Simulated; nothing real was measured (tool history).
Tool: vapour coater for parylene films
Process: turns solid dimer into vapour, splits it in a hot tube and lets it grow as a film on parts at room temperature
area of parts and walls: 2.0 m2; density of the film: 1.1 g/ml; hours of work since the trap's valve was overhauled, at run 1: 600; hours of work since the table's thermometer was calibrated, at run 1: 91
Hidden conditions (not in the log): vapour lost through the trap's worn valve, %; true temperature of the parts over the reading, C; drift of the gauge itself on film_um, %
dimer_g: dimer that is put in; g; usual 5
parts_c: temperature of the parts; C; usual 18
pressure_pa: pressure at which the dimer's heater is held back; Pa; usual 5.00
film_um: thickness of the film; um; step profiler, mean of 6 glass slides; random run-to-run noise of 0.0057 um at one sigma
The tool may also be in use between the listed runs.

run     day  dimer_g  parts_c  pressure_pa  hours of work since the trap's valve was overhauled  hours of work since the table's thermometer was calibrated  film_um
  1   0.000        5       18         5.00                                                  600                                                          91    1.065
  2   1.029        5       18         5.00                                                  622                                                         114    1.067
  3   2.729        5       18         5.00                                                  659                                                         150    1.057
      3.825  -- trap's valve overhauled
  4   4.104        5       18         5.00                                                    6                                                         176    1.097
  5   4.917        4       18         5.00                                                   23                                                         193    0.880
  6   6.479        5       18         5.00                                                   57                                                         226    1.095
  7   7.462        3       18         5.00                                                   78                                                         247    0.645
  8   8.183        3       18         5.00                                                   93                                                         263    0.652
  9   9.550        3       18         5.00                                                  122                                                         292    0.652
 10  11.054        3       18         5.00                                                  155                                                         324    0.646
 11  12.208        6       18         5.00                                                  179                                                         349    1.287
 12  13.896        5       12         5.00                                                  215                                                         385    1.388
 13  15.100        5       12         5.00                                                  241                                                         411    1.397
 14  16.129        5       12         5.00                                                  263                                                         433    1.388
 15  17.604        5       18         5.00                                                  295                                                         464    1.055
 16  18.333        5       18         5.00                                                  310                                                         480    1.059
 17  19.325        5       18         5.00                                                  331                                                         501    1.058
 18  20.938        5       18         5.00                                                  366                                                         535    1.037
 19  22.708        5       18         5.00                                                  404                                                         573    1.029
 20  23.617        5       18         5.00                                                  423                                                         593    1.030
 21  25.267        5       18         5.00                                                  458                                                         628    1.030
 22  26.654        5       18         5.00                                                  488                                                         658    1.036
 23  27.733        8       18         5.00                                                  511                                                         681    1.643
 24  29.171        9       15         7.19                                                  542                                                         711    1.976
 25  30.592        9       10         6.89                                                  572                                                         742    2.480
 26  32.296        9       10         6.89                                                  609                                                         778    2.456
 27  33.783        4       11         2.94                                                  640                                                         810    1.229
 28  34.567        4       21        11.35                                                  657                                                         827    0.607
     35.633  -- trap's valve overhauled
 29  35.879        4       21         5.39                                                    5                                                         851    0.720
 30  37.600        3       22        10.66                                                   42                                                         888    0.448
 31  38.400        5       11         4.96                                                   59                                                         905    1.431
     39.396  -- table's thermometer calibrated
 32  39.396        5       18         3.51                                                   80                                                           0    1.201
 33  40.700        5       18         2.49                                                  107                                                          28    1.273
 34  42.317        5       23         2.61                                                  142                                                          62    0.997
 35  43.133        2       14         5.00                                                  159                                                          80    0.521
 36  43.992        6       14         4.21                                                  178                                                          98    1.634
 37  45.350        4       17         9.51                                                  207                                                         127    0.803
 38  46.396        4       17         9.51                                                  229                                                         150    0.810
 39  48.046        4       17         9.51                                                  264                                                         185    0.810
 40  49.142        4       17         9.51                                                  288                                                         208    0.806
 41  50.567        4       17         2.31                                                  318                                                         239    1.041
 42  51.975        4       17         2.31                                                  348                                                         269    1.043
 43  53.729        5       18         2.66                                                  386                                                         306    1.204
 44  54.458        5       17         3.64                                                  401                                                         322    1.181
 45  55.842        2       14         5.00                                                  431                                                         352    0.510
 46  56.554        3       14         2.15                                                  446                                                         367    0.894

What if the next run were any one of these 4? Each begins from the tool's condition after run 46:
  A  57.825        8       15         2.32                                                  473                                                         394        ?
  B  57.825        2       11         4.37                                                  473                                                         394        ?
  C  57.825        6       18         4.37                                                  473                                                         394        ?
  D  57.825        2       14         2.15                                                  473                                                         394        ?

run  film_um
  A    2.233
  B    0.597
  C    1.294
  D    0.602
What these runs would have given with no unlogged condition in the tool:
run  film_um
  A    2.363
  B    0.631
  C    1.369
  D    0.637
